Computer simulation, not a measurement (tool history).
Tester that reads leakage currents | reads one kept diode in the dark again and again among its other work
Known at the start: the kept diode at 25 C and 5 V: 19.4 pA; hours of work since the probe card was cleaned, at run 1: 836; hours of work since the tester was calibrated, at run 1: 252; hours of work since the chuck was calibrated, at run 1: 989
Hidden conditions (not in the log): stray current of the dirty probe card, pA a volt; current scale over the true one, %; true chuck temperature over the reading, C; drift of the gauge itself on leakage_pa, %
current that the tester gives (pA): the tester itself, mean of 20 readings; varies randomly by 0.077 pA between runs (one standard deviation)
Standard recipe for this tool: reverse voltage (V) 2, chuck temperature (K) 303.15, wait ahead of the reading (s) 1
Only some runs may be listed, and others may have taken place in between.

| run | hour | reverse voltage (V) | chuck temperature (K) | wait ahead of the reading (s) | hours of work since the probe card was cleaned | hours of work since the tester was calibrated | hours of work since the chuck was calibrated | current that the tester gives (pA) |
|---|---|---|---|---|---|---|---|---|
| 1 | 0 | 2 | 303.15 | 1 | 836 | 252 | 989 | 24.14 |
| 2 | 27.9 | 2 | 303.15 | 1 | 848 | 264 | 1001 | 24.24 |
| 3 | 88.5 | 2 | 303.15 | 1 | 875 | 291 | 1028 | 24.4 |
| 4 | 128.8 | 2 | 303.15 | 1 | 892 | 309 | 1045 | 24.46 |
| 5 | 186.3 | 2 | 303.15 | 1 | 918 | 334 | 1071 | 24.57 |
| 6 | 247.1 | 2 | 303.15 | 1 | 944 | 361 | 1098 | 24.68 |
|  | 288 | chuck's temperature calibrated |
| 7 | 313.1 | 2 | 303.15 | 1 | 973 | 389 | 11 | 21.1 |
| 8 | 367.9 | 2 | 303.15 | 1 | 997 | 413 | 35 | 21.18 |
| 9 | 395.8 | 2 | 297.15 | 1 | 1009 | 426 | 48 | 13.89 |
| 10 | 422.4 | 2 | 297.15 | 1 | 1021 | 437 | 59 | 13.88 |
| 11 | 467 | 2 | 303.15 | 1 | 1040 | 457 | 79 | 21.33 |
| 12 | 512.6 | 2 | 303.15 | 1 | 1061 | 477 | 99 | 21.58 |
| 13 | 558.8 | 2 | 303.15 | 1 | 1081 | 497 | 119 | 21.51 |
| 14 | 593 | 2 | 303.15 | 1 | 1096 | 512 | 134 | 21.77 |
| 15 | 622.5 | 2 | 303.15 | 1 | 1109 | 525 | 147 | 21.87 |
| 16 | 682 | 2 | 303.15 | 1 | 1135 | 552 | 174 | 21.96 |
| 17 | 737.6 | 4.28 | 303.15 | 1 | 1160 | 576 | 198 | 33.69 |
| 18 | 773.2 | 4.28 | 303.15 | 1 | 1175 | 592 | 214 | 34.11 |
| 19 | 826 | 5.71 | 303.15 | 1 | 1199 | 615 | 237 | 40.56 |
| 20 | 871.2 | 2 | 303.15 | 2.05 | 1219 | 635 | 257 | 21.83 |
| 21 | 908 | 2 | 303.15 | 8.45 | 1235 | 651 | 273 | 21.66 |
| 22 | 940.8 | 2 | 303.15 | 8.45 | 1249 | 666 | 288 | 21.92 |
| 23 | 967.6 | 2 | 303.15 | 8.45 | 1261 | 677 | 299 | 21.79 |
| 24 | 997.8 | 2 | 303.15 | 2.85 | 1274 | 691 | 313 | 22.03 |
| 25 | 1055.1 | 1.04 | 300.15 | 9.3 | 1300 | 716 | 338 | 12.3 |
| 26 | 1089.4 | 1.04 | 300.15 | 9.3 | 1315 | 731 | 353 | 12.48 |
| 27 | 1132.9 | 1.04 | 300.15 | 9.3 | 1334 | 750 | 372 | 12.45 |
| 28 | 1163.2 | 1.04 | 300.15 | 9.3 | 1347 | 764 | 386 | 12.5 |
| 29 | 1223.4 | 4.29 | 327.15 | 9.3 | 1374 | 790 | 412 | 182.97 |
| 30 | 1254.4 | 4.29 | 327.15 | 9.3 | 1387 | 804 | 426 | 182.91 |
| 31 | 1290.1 | 2 | 305.15 | 4.58 | 1403 | 820 | 441 | 26.17 |
| 32 | 1343.4 | 9.06 | 315.15 | 4.58 | 1427 | 843 | 465 | 120.89 |
| 33 | 1369.9 | 9.06 | 315.15 | 4.58 | 1438 | 855 | 477 | 121.61 |
| 34 | 1432.5 | 7.6 | 300.15 | 1.61 | 1466 | 882 | 504 | 41.91 |
| 35 | 1491.6 | 1.76 | 294.15 | 4.88 | 1492 | 908 | 530 | 11.32 |
| 36 | 1546.5 | 4.96 | 303.15 | 1.89 | 1516 | 932 | 554 | 39.54 |
|  | 1585.3 | probe card cleaned and baked |
| 37 | 1593.5 | 10.63 | 305.15 | 1 | 4 | 952 | 574 | 58.61 |
| 38 | 1656.9 | 2.71 | 303.15 | 1.05 | 32 | 980 | 602 | 24.84 |
| 39 | 1698.5 | 1.22 | 303.15 | 0.65 | 50 | 998 | 620 | 16.79 |
| 40 | 1744 | 1.22 | 324.15 | 1.47 | 70 | 1018 | 640 | 80.74 |

Below are 4 alternative next runs, each starting from the tool's condition after run 40. Predict each:
| A | 1803.4 | 2.09 | 330.15 | 1.47 | 96 | 1044 | 666 | ? |
| B | 1803.4 | 1.22 | 324.15 | 1.82 | 96 | 1044 | 666 | ? |
| C | 1803.4 | 13.55 | 307.15 | 1.47 | 96 | 1044 | 666 | ? |
| D | 1803.4 | 2 | 326.15 | 6.37 | 96 | 1044 | 666 | ? |

| run | current that the tester gives (pA) |
|---|---|
| A | 160.04 |
| B | 81.09 |
| C | 77.63 |
| D | 118.3 |
Stripped of hidden state, with their random variation kept, the same runs would have yielded:
| run | current that the tester gives (pA) |
|---|---|
| A | 147.22 |
| B | 74.36 |
| C | 69.81 |
| D | 108.56 |

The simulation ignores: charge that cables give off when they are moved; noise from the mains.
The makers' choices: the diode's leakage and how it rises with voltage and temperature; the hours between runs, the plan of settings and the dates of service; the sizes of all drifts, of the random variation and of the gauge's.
